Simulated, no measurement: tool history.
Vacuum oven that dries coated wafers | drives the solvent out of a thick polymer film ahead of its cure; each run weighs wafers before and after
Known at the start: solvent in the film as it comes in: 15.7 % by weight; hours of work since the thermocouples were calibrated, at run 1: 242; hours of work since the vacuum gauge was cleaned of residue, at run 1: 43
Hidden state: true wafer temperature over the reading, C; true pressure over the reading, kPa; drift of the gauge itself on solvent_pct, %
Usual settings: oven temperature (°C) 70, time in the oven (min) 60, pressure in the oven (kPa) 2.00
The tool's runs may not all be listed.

run	hour	oven temperature (°C)	time in the oven (min)	pressure in the oven (kPa)	hours of work since the thermocouples were calibrated	hours of work since the vacuum gauge was cleaned of residue	solvent left in the film (%)
1	0.0	70	60	2.00	242	43	1.12
2	10.6	70	60	2.00	250	51	1.21
3	28.9	70	60	2.00	264	65	1.09
4	48.5	69	60	2.00	278	79	1.25
5	66.0	69	60	2.00	291	92	1.25
6	76.4	70	60	1.52	299	100	0.99
7	100.1	70	60	1.52	317	118	0.95
8	112.8	70	60	2.00	327	128	1.09
9	123.4	70	60	2.00	335	136	1.09
10	143.5	70	60	3.99	350	151	1.78
11	157.0	70	60	3.99	360	161	1.81
12	181.1	70	60	3.99	378	179	1.82
13	197.9	70	60	3.99	390	192	1.77
14	212.9	70	60	3.99	402	203	1.78
15	226.8	70	60	2.00	412	213	1.11
16	243.9	70	60	2.00	425	226	1.11
17	261.5	84	60	6.39	438	239	1.28
18	276.1	57	60	6.39	449	250	5.69
19	290.7	57	31	6.49	460	261	7.94
20	301.9	58	92	6.09	469	270	4.20
21	318.0	70	60	1.27	481	282	0.88
22	329.6	61	60	3.02	489	291	3.00
23	340.4	78	60	5.28	498	299	1.40
24	356.5	78	60	5.28	510	311	1.43
25	367.6	70	36	2.00	518	319	2.24
26	390.9	70	36	2.00	535	337	2.21
27	414.3	70	60	4.67	553	354	2.04
28	425.4	70	60	4.67	561	362	2.04
29	437.5	83	33	4.67	570	372	1.25
30	450.1	76	60	3.96	580	381	1.21
31	473.6	57	60	3.96	598	399	4.42
32	493.3	57	39	7.95	612	414	7.91

Measured less the same run without the tool's hidden state. The same run-to-run variation is in both; the gauge's scatter may not be:
run	solvent left in the film (%)
1	-0.07
2	-0.07
3	-0.07
4	-0.07
5	-0.07
6	-0.06
7	-0.06
8	-0.06
9	-0.06
10	-0.09
11	-0.09
12	-0.09
13	-0.09
14	-0.09
15	-0.07
16	-0.07
17	-0.04
18	-0.27
19	-0.27
20	-0.21
21	-0.06
22	-0.19
23	-0.05
24	-0.05
25	-0.18
26	-0.18
27	-0.11
28	-0.12
29	-0.09
30	-0.05
31	-0.27
32	-0.38
